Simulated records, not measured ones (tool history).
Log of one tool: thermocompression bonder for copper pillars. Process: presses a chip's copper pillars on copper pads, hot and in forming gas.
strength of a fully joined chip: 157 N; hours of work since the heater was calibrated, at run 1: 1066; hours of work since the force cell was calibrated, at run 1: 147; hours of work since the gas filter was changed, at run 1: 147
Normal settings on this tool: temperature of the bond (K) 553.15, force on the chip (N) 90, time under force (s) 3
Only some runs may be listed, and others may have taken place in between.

run   hour  temperature of the bond (K)  force on the chip (N)  time under force (s)  hours of work since the heater was calibrated  hours of work since the force cell was calibrated  hours of work since the gas filter was changed  force that shears a chip off (N)
  1      0                       553.15                     90                     3                                           1066                                                147                                             147                              75.2
  2     22                       553.15                     90                     3                                           1075                                                157                                             157                              75.2
  3   37.5                       582.15                     90                     3                                           1082                                                163                                             163                             101.5
  4   56.2                       553.15                     90                     8                                           1089                                                171                                             171                             102.7
  5   79.8                       553.15                     90                     8                                           1099                                                181                                             181                             101.7
  6   92.8                       553.15                     90                     4                                           1105                                                186                                             186                              83.1
       102  -- heater calibrated with a thermocouple chip
  7  120.4                       553.15                    123                     3                                              8                                                197                                             197                              86.1
  8  132.1                       553.15                    123                     3                                             13                                                202                                             202                              85.8
  9  156.5                       553.15                    123                     3                                             23                                                212                                             212                              85.3
 10  169.5                       553.15                    123                     3                                             28                                                218                                             218                              86.5
 11  195.4                       553.15                     90                     3                                             39                                                228                                             228                              68.9
 12  217.4                       576.15                     90                     3                                             48                                                238                                             238                              88.9
 13    230                       576.15                     90                     3                                             54                                                243                                             243                              87.8
 14  254.6                       576.15                    116                     3                                             64                                                253                                             253                             101.7
 15  270.3                       576.15                    116                     3                                             71                                                260                                             260                             103.6
 16  293.3                       546.15                     83                     8                                             80                                                269                                             269                              84.1
 17    317                       546.15                     83                     8                                             90                                                279                                             279                              84.4
 18  333.6                       546.15                     83                     8                                             97                                                286                                             286                              82.7
 19    345                       539.15                     58                     4                                            102                                                291                                             291                              44.1
 20    361                       569.15                     67                     5                                            108                                                298                                             298                              78.9
 21  375.8                       582.15                     64                     4                                            115                                                304                                             304                              82.5
 22  391.8                       582.15                     64                     4                                            121                                                311                                             311                              80.6
 23  404.5                       582.15                     83                     3                                            127                                                316                                             316                              89.8
 24  423.4                       582.15                     83                     3                                            135                                                324                                             324                                89
 25  442.9                       537.15                     90                     2                                            143                                                332                                             332                              46.8
 26  467.5                       537.15                     56                     2                                            153                                                342                                             342                              31.5
 27    483                       560.15                    134                     5                                            160                                                349                                             349                             109.4
 28  496.8                       560.15                    134                     5                                            165                                                355                                             355                             109.1
 29  510.3                       560.15                    134                     5                                            171                                                360                                             360                             111.6
 30  522.6                       560.15                    134                     5                                            176                                                365                                             365                             109.1

Branching from run 30: 5 alternative next runs. What would each branch give?
  A  534.7                       553.15                     55                     3                                            181                                                371                                             371                                 ?
  B  534.7                       553.15                     66                     2                                            181                                                371                                             371                                 ?
  C  534.7                       549.15                     83                     3                                            181                                                371                                             371                                 ?
  D  534.7                       542.15                    100                     6                                            181                                                371                                             371                                 ?
  E  534.7                       526.15                     61                     3                                            181                                                371                                             371                                 ?

run  force that shears a chip off (N)
  A                              46.5
  B                              45.4
  C                              61.7
  D                              81.6
  E                                33
The same runs, with their run-to-run variation unchanged, on a tool lacking any hidden condition would have given:
run  force that shears a chip off (N)
  A                              49.1
  B                                48
  C                              65.1
  D                                86
  E                              34.9
